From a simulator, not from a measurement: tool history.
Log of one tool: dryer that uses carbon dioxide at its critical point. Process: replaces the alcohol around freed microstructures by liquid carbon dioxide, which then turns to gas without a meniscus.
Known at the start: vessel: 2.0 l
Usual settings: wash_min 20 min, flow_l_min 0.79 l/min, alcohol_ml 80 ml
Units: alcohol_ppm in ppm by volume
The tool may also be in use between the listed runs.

| run | hour | wash_min | flow_l_min | alcohol_ml | alcohol_ppm |
|---|---|---|---|---|---|
| 1 | 0 | 20 | 0.79 | 80 | 230 |
| 2 | 12.1 | 20 | 0.79 | 80 | 244 |
| 3 | 22.1 | 20 | 0.79 | 80 | 227 |
| 4 | 33.1 | 20 | 0.79 | 22 | 110 |
| 5 | 44.3 | 18 | 0.79 | 80 | 370 |
| 6 | 51.5 | 18 | 0.79 | 80 | 386 |
| 7 | 66.5 | 14 | 0.79 | 80 | 1006 |
| 8 | 82.2 | 14 | 0.79 | 80 | 1026 |
| 9 | 93.8 | 14 | 0.79 | 80 | 1076 |
| 10 | 106.3 | 16 | 0.605 | 33 | 731 |
| 11 | 120.4 | 14 | 1.231 | 50 | 137 |
| 12 | 135.9 | 16 | 0.599 | 70 | 1545 |
| 13 | 145.7 | 18 | 1.294 | 102 | 99 |
| 14 | 157.8 | 18 | 1.294 | 102 | 98 |
| 15 | 167.5 | 18 | 1.294 | 102 | 95 |
| 16 | 176.2 | 29 | 0.497 | 102 | 558 |
| 17 | 188 | 18 | 0.601 | 76 | 1236 |

Measured less the same run without the tool's hidden state. The same run-to-run variation is in both; the gauge's scatter may not be:
The hidden state here: flow that reaches the vessel past the clogged filter, %; alcohol in the recycled carbon dioxide, ppm; drift of the gauge itself on alcohol_ppm, %.
| run | alcohol_ppm |
|---|---|
| 1 | +96 |
| 2 | +101 |
| 3 | +101 |
| 4 | +70 |
| 5 | +140 |
| 6 | +148 |
| 7 | +280 |
| 8 | +295 |
| 9 | +320 |
| 10 | +217 |
| 11 | +96 |
| 12 | +437 |
| 13 | +80 |
| 14 | +79 |
| 15 | +80 |
| 16 | +254 |
| 17 | +437 |
